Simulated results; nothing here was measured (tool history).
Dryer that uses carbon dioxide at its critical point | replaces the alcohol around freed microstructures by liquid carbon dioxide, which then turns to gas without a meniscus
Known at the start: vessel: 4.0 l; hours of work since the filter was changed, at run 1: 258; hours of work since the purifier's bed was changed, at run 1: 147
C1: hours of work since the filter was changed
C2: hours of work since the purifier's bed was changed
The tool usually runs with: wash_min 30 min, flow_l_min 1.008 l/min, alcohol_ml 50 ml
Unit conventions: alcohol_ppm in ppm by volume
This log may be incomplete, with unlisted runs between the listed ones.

run 1 hour=0.0 | wash_min=30 flow_l_min=1.008 alcohol_ml=50 | C1=258 C2=147 | alcohol_ppm=82
run 2 hour=4.3 | wash_min=30 flow_l_min=1.008 alcohol_ml=50 | C1=261 C2=149 | alcohol_ppm=71
run 3 hour=8.2 | wash_min=30 flow_l_min=1.008 alcohol_ml=50 | C1=263 C2=152 | alcohol_ppm=73
run 4 hour=15.1 | wash_min=30 flow_l_min=1.008 alcohol_ml=50 | C1=267 C2=155 | alcohol_ppm=84
run 5 hour=24.3 | wash_min=30 flow_l_min=1.008 alcohol_ml=50 | C1=272 C2=160 | alcohol_ppm=77
run 6 hour=30.8 | wash_min=30 flow_l_min=1.008 alcohol_ml=50 | C1=275 C2=164 | alcohol_ppm=76
run 7 hour=37.6 | wash_min=30 flow_l_min=1.008 alcohol_ml=83 | C1=279 C2=168 | alcohol_ppm=81
run 8 hour=46.0 | wash_min=30 flow_l_min=1.450 alcohol_ml=50 | C1=284 C2=173 | alcohol_ppm=63
run 9 hour=55.2 | wash_min=30 flow_l_min=0.630 alcohol_ml=100 | C1=289 C2=178 | alcohol_ppm=369
run 10 hour=60.7 | wash_min=37 flow_l_min=1.600 alcohol_ml=52 | C1=292 C2=181 | alcohol_ppm=85
run 11 hour=64.5 | wash_min=31 flow_l_min=1.070 alcohol_ml=23 | C1=294 C2=183 | alcohol_ppm=82
run 12 hour=69.1 | wash_min=30 flow_l_min=1.180 alcohol_ml=22 | C1=297 C2=185 | alcohol_ppm=81
run 13 hour=73.2 | wash_min=30 flow_l_min=0.890 alcohol_ml=69 | C1=299 C2=188 | alcohol_ppm=105
run 14 hour=82.3 | wash_min=30 flow_l_min=1.300 alcohol_ml=60 | C1=304 C2=193 | alcohol_ppm=93
run 15 hour=88.8 | wash_min=42 flow_l_min=1.008 alcohol_ml=31 | C1=308 C2=196 | alcohol_ppm=88
run 16 hour=97.8 | wash_min=34 flow_l_min=1.008 alcohol_ml=97 | C1=313 C2=201 | alcohol_ppm=87

Predict each of these 4 candidate next runs independently; none follows another, all start after run 16:
run A hour=105.5 | wash_min=40 flow_l_min=1.008 alcohol_ml=31 | C1=317 C2=205 | alcohol_ppm=?
run B hour=105.5 | wash_min=34 flow_l_min=1.260 alcohol_ml=97 | C1=317 C2=205 | alcohol_ppm=?
run C hour=105.5 | wash_min=28 flow_l_min=0.610 alcohol_ml=74 | C1=317 C2=205 | alcohol_ppm=?
run D hour=105.5 | wash_min=24 flow_l_min=0.790 alcohol_ml=69 | C1=317 C2=205 | alcohol_ppm=?

run=A alcohol_ppm=92
run=B alcohol_ppm=90
run=C alcohol_ppm=411
run=D alcohol_ppm=289
The same runs, with their run-to-run variation unchanged, on a tool lacking any hidden condition would have given:
run=A alcohol_ppm=6
run=B alcohol_ppm=7
run=C alcohol_ppm=288
run=D alcohol_ppm=179
